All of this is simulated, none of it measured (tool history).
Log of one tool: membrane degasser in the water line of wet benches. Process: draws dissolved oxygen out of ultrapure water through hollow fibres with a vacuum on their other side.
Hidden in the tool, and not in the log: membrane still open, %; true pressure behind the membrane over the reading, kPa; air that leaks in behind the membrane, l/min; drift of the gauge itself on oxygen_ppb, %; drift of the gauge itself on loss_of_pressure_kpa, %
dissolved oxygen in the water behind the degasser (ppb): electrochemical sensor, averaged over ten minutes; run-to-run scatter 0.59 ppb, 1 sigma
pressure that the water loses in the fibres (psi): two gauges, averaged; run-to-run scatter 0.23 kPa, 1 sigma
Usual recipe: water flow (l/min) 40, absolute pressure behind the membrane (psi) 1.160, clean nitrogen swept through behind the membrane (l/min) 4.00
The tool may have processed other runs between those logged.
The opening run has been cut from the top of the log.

run,day,water flow (l/min),absolute pressure behind the membrane (psi),clean nitrogen swept through behind the membrane (l/min),hours since the membrane was changed,hours since the vacuum gauge was calibrated,hours since the vacuum lines were made tight,dissolved oxygen in the water behind the degasser (ppb),pressure that the water loses in the fibres (psi)
2,5.975,40,1.160,4.00,3612,5458,2162,113.6,8.570
3,10.104,40,1.160,4.00,3711,5557,2262,114.9,8.582
4,16.662,40,1.160,4.00,3869,5714,2419,113.7,8.593
5,20.871,40,1.160,4.00,3970,5815,2520,115.1,8.550
6,27.567,40,1.160,8.42,4130,5976,2681,57.6,8.550
7,31.358,40,1.160,8.42,4221,6067,2772,59.0,8.559
8,36.875,40,1.160,8.42,4354,6199,2904,58.0,8.580
9,40.162,40,1.160,8.42,4433,6278,2983,57.8,8.608
# day 45.688: seals of the vacuum lines changed
10,47.862,40,1.160,8.42,4615,6461,52,58.2,8.509
# day 55.025: vacuum gauge calibrated
11,55.350,40,1.160,8.42,4795,8,231,58.6,8.614
12,60.454,40,1.160,8.42,4917,130,354,59.1,8.575
13,64.404,40,1.160,8.42,5012,225,449,58.8,8.591
# day 68.188: gauge calibrated
14,68.775,40,1.160,4.00,5117,330,554,113.2,8.578
15,75.696,40,1.160,4.00,5283,496,720,114.8,8.560
16,83.208,40,1.885,4.00,5463,676,900,228.9,8.569
17,90.579,40,1.885,4.00,5640,853,1077,229.6,8.605
18,98.292,40,1.885,4.00,5825,1038,1262,231.0,8.618
19,103.238,40,1.498,4.00,5944,1157,1381,170.7,8.585

Run 20, settings as shown, results not yet in. Your forecast:
20,108.033,32,0.935,2.37,6059,1272,1496,?,?

dissolved oxygen in the water behind the degasser (ppb): 102.8
pressure that the water loses in the fibres (psi): 6.802
With the hidden condition absent and the run-to-run variation left alone, this run would have shown dissolved oxygen in the water behind the degasser (ppb) 101.0, pressure that the water loses in the fibres (psi) 6.794.
